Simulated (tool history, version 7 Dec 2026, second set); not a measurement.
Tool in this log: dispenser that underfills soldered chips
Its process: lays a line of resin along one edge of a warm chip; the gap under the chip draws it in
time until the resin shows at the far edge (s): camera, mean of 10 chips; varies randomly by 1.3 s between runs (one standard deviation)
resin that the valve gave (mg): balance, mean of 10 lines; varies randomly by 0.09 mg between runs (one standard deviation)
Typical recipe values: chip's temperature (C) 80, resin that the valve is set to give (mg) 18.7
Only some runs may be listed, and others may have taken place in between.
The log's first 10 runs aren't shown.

run,day,chip's temperature (C),resin that the valve is set to give (mg),hours of work since the syringe was changed,hours of work since the valve was cleaned,hours of work since the stage was calibrated,time until the resin shows at the far edge (s),resin that the valve gave (mg)
# day 3.492: new syringe of resin
11,3.783,80,18.7,4,100,325,174.7,17.94
# day 4.079: new syringe of resin
12,4.312,80,18.7,3,107,332,163.5,17.73
13,4.638,80,18.7,8,112,337,238.7,17.82
# day 4.692: new syringe of resin
14,5.029,80,18.7,5,118,343,184.4,17.73
# day 5.283: new syringe of resin
15,5.517,80,18.7,3,125,350,163.2,17.77
# day 5.667: dispensing valve cleaned and set on the balance
16,5.804,80,18.7,7,2,353,212.6,18.72
# day 5.925: new syringe of resin
17,6.221,80,18.7,4,8,359,177.0,18.69
# day 6.533: new syringe of resin
18,6.533,72,18.7,0,12,364,181.2,18.70
# day 7.125: new syringe of resin
19,7.125,67,16.9,0,21,372,230.3,16.82
20,7.379,67,16.9,4,25,376,318.3,16.78
# day 7.725: new syringe of resin
21,7.817,90,23.2,1,31,382,81.9,22.87
22,8.067,87,23.9,5,35,386,128.5,23.71
# day 8.342: new syringe of resin
23,8.562,87,21.9,3,42,393,109.9,21.70
# day 8.933: new syringe of resin
24,9.046,86,18.9,2,49,400,102.6,18.48
# day 9.538: new syringe of resin
25,9.538,76,17.1,0,56,407,148.1,16.73
26,9.979,94,16.0,6,62,413,112.9,15.74
# day 10.138: new syringe of resin
27,10.267,85,16.0,2,66,417,114.9,15.60
# day 10.733: new syringe of resin
28,10.842,69,20.5,2,74,426,228.6,19.93
# day 11.338: new syringe of resin
29,11.438,86,19.3,1,83,434,102.2,18.74
# day 11.925: new syringe of resin
30,11.933,86,19.3,0,90,441,89.5,18.60
# day 12.508: new syringe of resin
31,12.533,86,19.3,0,99,450,92.1,18.63
32,12.983,73,19.7,7,105,457,296.0,18.73
# day 13.100: new syringe of resin
33,13.529,90,18.3,6,113,464,127.3,17.45
# day 13.712: new syringe of resin
34,14.092,81,20.0,6,121,472,179.8,18.93
# day 14.312: new syringe of resin
# day 14.492: dispensing valve cleaned and set on the balance
35,14.629,91,21.8,4,2,480,96.5,21.69

Each row is a separate what-if for the run after 35, all from the same tool condition, not one after another. Results?
# day 14.946: new syringe of resin
A,15.071,78,19.8,2,8,486,?,?
# day 14.946: new syringe of resin
B,15.071,69,19.9,2,8,486,?,?
# day 14.946: new syringe of resin
C,15.071,70,21.4,2,8,486,?,?

run,time until the resin shows at the far edge (s),resin that the valve gave (mg)
A,150.3,19.80
B,231.8,19.85
C,219.6,21.19
With the hidden condition removed and each run's random variation left untouched, the same runs would have given:
run,time until the resin shows at the far edge (s),resin that the valve gave (mg)
A,143.1,19.90
B,222.0,19.96
C,210.3,21.30
